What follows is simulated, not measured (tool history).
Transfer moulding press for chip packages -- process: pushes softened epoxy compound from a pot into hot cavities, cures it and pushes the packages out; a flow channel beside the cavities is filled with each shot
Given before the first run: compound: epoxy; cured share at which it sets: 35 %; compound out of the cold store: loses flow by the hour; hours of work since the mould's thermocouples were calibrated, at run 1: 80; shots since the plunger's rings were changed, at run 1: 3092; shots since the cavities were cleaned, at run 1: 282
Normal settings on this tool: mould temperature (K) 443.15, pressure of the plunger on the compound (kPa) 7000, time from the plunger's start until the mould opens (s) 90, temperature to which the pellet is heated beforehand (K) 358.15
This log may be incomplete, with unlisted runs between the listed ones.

run     day  mould temperature (K)  pressure of the plunger on the compound (kPa)  time from the plunger's start until the mould opens (s)  temperature to which the pellet is heated beforehand (K)  hours of work since the mould's thermocouples were calibrated  shots since the plunger's rings were changed  shots since the cavities were cleaned  incoming compound's hours out of the cold store  length that the compound runs in the flow channel (mm)  greatest force on the pins that push the packages out (N)
  1       0                 443.15                                           7000                                                       90                                                    358.15                                                             80                                          3092                                    282                                             36.4                                                     700                                                        388
  2   0.946                 443.15                                           7000                                                       90                                                    358.15                                                             90                                          3309                                    499                                               45                                                     653                                                        411
      1.433  -- cavities cleaned with cleaning compound and waxed
  3   2.267                 444.15                                           7000                                                       90                                                    358.15                                                            104                                          3598                                    191                                               14                                                     793                                                        363
       2.95  -- plunger's sealing rings changed
  4   3.425                 444.15                                           7000                                                       90                                                    358.15                                                            115                                           108                                    432                                             17.3                                                     822                                                        387
        4.2  -- cavities cleaned with cleaning compound and waxed
  5    4.75                 444.15                                           7000                                                       90                                                    358.15                                                            129                                           397                                    126                                             29.8                                                     754                                                        344
  6   6.379                 444.15                                           7000                                                       90                                                    358.15                                                            146                                           771                                    500                                             25.7                                                     774                                                        414
      6.888  -- cavities cleaned with cleaning compound and waxed
  7   7.288                 445.15                                           7000                                                       90                                                    358.15                                                            156                                           965                                     91                                             43.5                                                     695                                                        328
  8   8.417                 445.15                                           7000                                                       90                                                    358.15                                                            168                                          1224                                    350                                             47.6                                                     674                                                        369
  9   9.179                 445.15                                           7000                                                       90                                                    368.15                                                            176                                          1399                                    525                                             17.8                                                     792                                                        381
      9.583  -- cavities cleaned with cleaning compound and waxed
 10    10.3                 445.15                                           7000                                                       90                                                    368.15                                                            188                                          1641                                    164                                             19.8                                                     782                                                        338
 11  11.825                 440.15                                           7000                                                      108                                                    358.15                                                            204                                          1990                                    513                                             30.9                                                     755                                                        386
     12.321  -- cavities cleaned with cleaning compound and waxed
 12   13.55                 445.15                                           7950                                                       90                                                    363.15                                                            222                                          2372                                    282                                             18.1                                                     826                                                        376
 13  14.383                 438.15                                           7000                                                      108                                                    358.15                                                            231                                          2563                                    473                                             41.7                                                     695                                                        405
     14.621  -- mould's thermocouples calibrated
     15.112  -- cavities cleaned with cleaning compound and waxed
 14  15.912                 438.15                                           7000                                                      108                                                    358.15                                                             13                                          2880                                    184                                              8.6                                                     855                                                        394
 15  17.092                 438.15                                           6190                                                      108                                                    350.15                                                             26                                          3150                                    454                                             43.1                                                     652                                                        413
     17.758  -- cavities cleaned with cleaning compound and waxed
 16  18.775                 438.15                                           7720                                                       83                                                    360.15                                                             44                                          3522                                    233                                             25.6                                                     794                                                        558
     19.704  -- plunger's sealing rings changed
 17  19.862                 438.15                                           7720                                                       83                                                    363.15                                                             54                                            36                                    458                                             31.4                                                     814                                                        585
     20.546  -- cavities cleaned with cleaning compound and waxed
 18  20.721                 443.15                                           6650                                                       75                                                    362.15                                                             63                                           219                                     41                                             35.4                                                     717                                                        447
 19  21.479                 436.15                                           6230                                                       89                                                    355.15                                                             71                                           392                                    214                                             33.7                                                     724                                                        551

5 ways to go on from here, each from the tool as it stands after run 19. What would each give?
     21.867  -- mould's thermocouples calibrated, once more
  A  22.604                 447.15                                           6700                                                       90                                                    358.15                                                              8                                           632                                    454                                             42.6                                                       ?                                                          ?
     21.867  -- mould's thermocouples calibrated, once more
  B  22.604                 448.15                                           6230                                                       95                                                    362.15                                                              8                                           632                                    454                                             35.2                                                       ?                                                          ?
     21.867  -- mould's thermocouples calibrated, once more
  C  22.604                 436.15                                           6230                                                       89                                                    359.15                                                              8                                           632                                    454                                              9.6                                                       ?                                                          ?
     21.867  -- mould's thermocouples calibrated, once more
  D  22.604                 443.15                                           7220                                                       90                                                    358.15                                                              8                                           632                                    454                                             18.3                                                       ?                                                          ?
     21.867  -- mould's thermocouples calibrated, once more
  E  22.604                 437.15                                           7000                                                       90                                                    358.15                                                              8                                           632                                    454                                             11.9                                                       ?                                                          ?

run  length that the compound runs in the flow channel (mm)  greatest force on the pins that push the packages out (N)
  A                                                     682                                                        371
  B                                                     676                                                        360
  C                                                     849                                                        691
  D                                                     830                                                        423
  E                                                     874                                                        631
The same runs, with their run-to-run variation unchanged, on a tool lacking any hidden condition would have given:
run  length that the compound runs in the flow channel (mm)  greatest force on the pins that push the packages out (N)
  A                                                     689                                                        301
  B                                                     684                                                        292
  C                                                     858                                                        563
  D                                                     840                                                        342
  E                                                     884                                                        513
